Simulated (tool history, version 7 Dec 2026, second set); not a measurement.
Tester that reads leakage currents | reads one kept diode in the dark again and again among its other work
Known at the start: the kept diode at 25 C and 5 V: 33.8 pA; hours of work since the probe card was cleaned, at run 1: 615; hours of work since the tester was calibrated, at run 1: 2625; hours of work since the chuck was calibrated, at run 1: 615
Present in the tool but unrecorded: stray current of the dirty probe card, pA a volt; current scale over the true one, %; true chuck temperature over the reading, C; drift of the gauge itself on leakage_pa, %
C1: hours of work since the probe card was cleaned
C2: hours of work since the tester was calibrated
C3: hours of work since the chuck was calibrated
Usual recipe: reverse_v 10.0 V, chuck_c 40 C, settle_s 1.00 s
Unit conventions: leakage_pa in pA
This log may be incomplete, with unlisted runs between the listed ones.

run 1 day=0.000 | reverse_v=10.0 chuck_c=40 settle_s=1.00 | C1=615 C2=2625 C3=615 | leakage_pa=153.90
-- day=0.917 chuck's temperature calibrated
-- day=5.446 tester calibrated
run 2 day=9.671 | reverse_v=10.0 chuck_c=40 settle_s=5.01 | C1=788 C2=77 C3=158 | leakage_pa=148.71
run 3 day=16.208 | reverse_v=10.0 chuck_c=40 settle_s=5.01 | C1=907 C2=196 C3=277 | leakage_pa=148.50
-- day=23.375 chuck's temperature calibrated, once more
run 4 day=23.704 | reverse_v=10.0 chuck_c=40 settle_s=1.00 | C1=1042 C2=331 C3=6 | leakage_pa=181.42
run 5 day=28.662 | reverse_v=10.0 chuck_c=40 settle_s=1.00 | C1=1133 C2=422 C3=96 | leakage_pa=181.06
run 6 day=33.333 | reverse_v=10.0 chuck_c=32 settle_s=1.00 | C1=1218 C2=507 C3=182 | leakage_pa=100.72
run 7 day=39.933 | reverse_v=10.0 chuck_c=32 settle_s=1.00 | C1=1338 C2=627 C3=302 | leakage_pa=101.46
-- day=45.467 probe card cleaned and baked
run 8 day=47.692 | reverse_v=10.0 chuck_c=32 settle_s=1.00 | C1=41 C2=766 C3=441 | leakage_pa=79.77
run 9 day=55.017 | reverse_v=10.0 chuck_c=56 settle_s=1.00 | C1=174 C2=900 C3=574 | leakage_pa=526.78
-- day=57.879 chuck's temperature calibrated
run 10 day=64.921 | reverse_v=10.0 chuck_c=34 settle_s=1.00 | C1=353 C2=1079 C3=128 | leakage_pa=103.63
run 11 day=73.417 | reverse_v=1.6 chuck_c=40 settle_s=0.30 | C1=508 C2=1234 C3=283 | leakage_pa=70.45
run 12 day=78.146 | reverse_v=9.5 chuck_c=46 settle_s=3.05 | C1=594 C2=1320 C3=369 | leakage_pa=252.02
run 13 day=85.642 | reverse_v=2.9 chuck_c=40 settle_s=0.61 | C1=731 C2=1456 C3=506 | leakage_pa=89.83
-- day=92.162 chuck's temperature calibrated
run 14 day=94.283 | reverse_v=6.8 chuck_c=31 settle_s=1.53 | C1=887 C2=1612 C3=39 | leakage_pa=74.89
run 15 day=102.642 | reverse_v=4.3 chuck_c=27 settle_s=0.42 | C1=1039 C2=1765 C3=191 | leakage_pa=43.96
run 16 day=107.800 | reverse_v=15.1 chuck_c=45 settle_s=6.04 | C1=1133 C2=1859 C3=285 | leakage_pa=309.84
run 17 day=112.350 | reverse_v=15.1 chuck_c=45 settle_s=6.04 | C1=1216 C2=1942 C3=368 | leakage_pa=307.28
run 18 day=121.671 | reverse_v=15.1 chuck_c=45 settle_s=6.04 | C1=1386 C2=2112 C3=538 | leakage_pa=303.62
-- day=124.375 probe card cleaned and baked
-- day=126.529 chuck's temperature calibrated
run 19 day=127.596 | reverse_v=15.1 chuck_c=45 settle_s=6.04 | C1=57 C2=2216 C3=19 | leakage_pa=292.39
run 20 day=133.583 | reverse_v=8.4 chuck_c=40 settle_s=4.84 | C1=166 C2=2325 C3=129 | leakage_pa=150.15

What if the next run were any one of these 5? Each begins from the tool's condition after run 20:
run A day=138.571 | reverse_v=1.5 chuck_c=51 settle_s=5.40 | C1=257 C2=2416 C3=219 | leakage_pa=?
run B day=138.571 | reverse_v=10.0 chuck_c=27 settle_s=1.00 | C1=257 C2=2416 C3=219 | leakage_pa=?
run C day=138.571 | reverse_v=8.4 chuck_c=22 settle_s=3.37 | C1=257 C2=2416 C3=219 | leakage_pa=?
run D day=138.571 | reverse_v=5.1 chuck_c=44 settle_s=4.84 | C1=257 C2=2416 C3=219 | leakage_pa=?
run E day=138.571 | reverse_v=3.5 chuck_c=36 settle_s=1.27 | C1=257 C2=2416 C3=219 | leakage_pa=?

run=A leakage_pa=160.12
run=B leakage_pa=56.64
run=C leakage_pa=34.33
run=D leakage_pa=161.90
run=E leakage_pa=71.96
With the hidden condition removed and each run's random variation left untouched, the same runs would have given:
run=A leakage_pa=168.60
run=B leakage_pa=56.01
run=C leakage_pa=33.01
run=D leakage_pa=169.24
run=E leakage_pa=74.84
